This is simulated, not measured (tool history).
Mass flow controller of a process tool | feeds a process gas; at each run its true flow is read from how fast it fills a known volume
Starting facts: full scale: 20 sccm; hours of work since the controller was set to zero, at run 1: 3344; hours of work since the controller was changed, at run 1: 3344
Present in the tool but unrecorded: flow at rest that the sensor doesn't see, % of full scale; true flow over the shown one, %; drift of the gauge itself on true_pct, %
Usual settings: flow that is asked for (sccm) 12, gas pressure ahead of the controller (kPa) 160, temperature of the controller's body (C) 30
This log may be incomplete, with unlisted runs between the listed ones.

run	day	flow that is asked for (sccm)	gas pressure ahead of the controller (kPa)	temperature of the controller's body (C)	hours of work since the controller was set to zero	hours of work since the controller was changed	true flow (%)
1	0.000	12	160	30	3344	3344	97.15
2	5.450	12	160	34	3448	3448	97.07
3	12.350	12	160	30	3578	3578	97.18
4	18.396	12	160	30	3692	3692	96.89
5	24.546	12	160	30	3809	3809	97.13
6	28.604	12	207	30	3885	3885	97.32
7	32.888	12	207	30	3966	3966	97.17
8	36.658	12	207	30	4038	4038	97.17
9	44.488	14	160	30	4186	4186	97.00
10	51.612	14	160	30	4320	4320	97.02
11	58.146	14	160	30	4444	4444	96.89
12	64.508	14	160	30	4564	4564	96.86
13	72.562	12	160	30	4717	4717	96.50
14	76.383	12	160	30	4789	4789	96.60
15	84.708	12	160	30	4946	4946	96.32
16	89.746	3	160	30	5041	5041	92.06
17	93.742	3	160	30	5117	5117	92.09
18	101.229	15	160	26	5259	5259	96.81
19	107.654	8	160	21	5380	5380	95.59
20	113.425	2	200	24	5489	5489	89.32
21	121.683	4	200	24	5645	5645	93.31
22	126.538	4	200	24	5737	5737	93.24
23	131.833	11	200	33	5837	5837	96.07
24	135.308	11	200	33	5903	5903	95.92
25	142.167	12	251	30	6033	6033	96.59
26	150.212	12	251	30	6185	6185	96.40

Below are 3 alternative next runs, each starting from the tool's condition after run 26. Predict each:
A	153.975	12	160	39	6256	6256	?
B	153.975	7	251	30	6256	6256	?
C	153.975	12	264	34	6256	6256	?

run	true flow (%)
A	95.47
B	95.06
C	96.34
With no hidden state in the tool, these same runs would have given:
run	true flow (%)
A	98.87
B	99.54
C	99.75

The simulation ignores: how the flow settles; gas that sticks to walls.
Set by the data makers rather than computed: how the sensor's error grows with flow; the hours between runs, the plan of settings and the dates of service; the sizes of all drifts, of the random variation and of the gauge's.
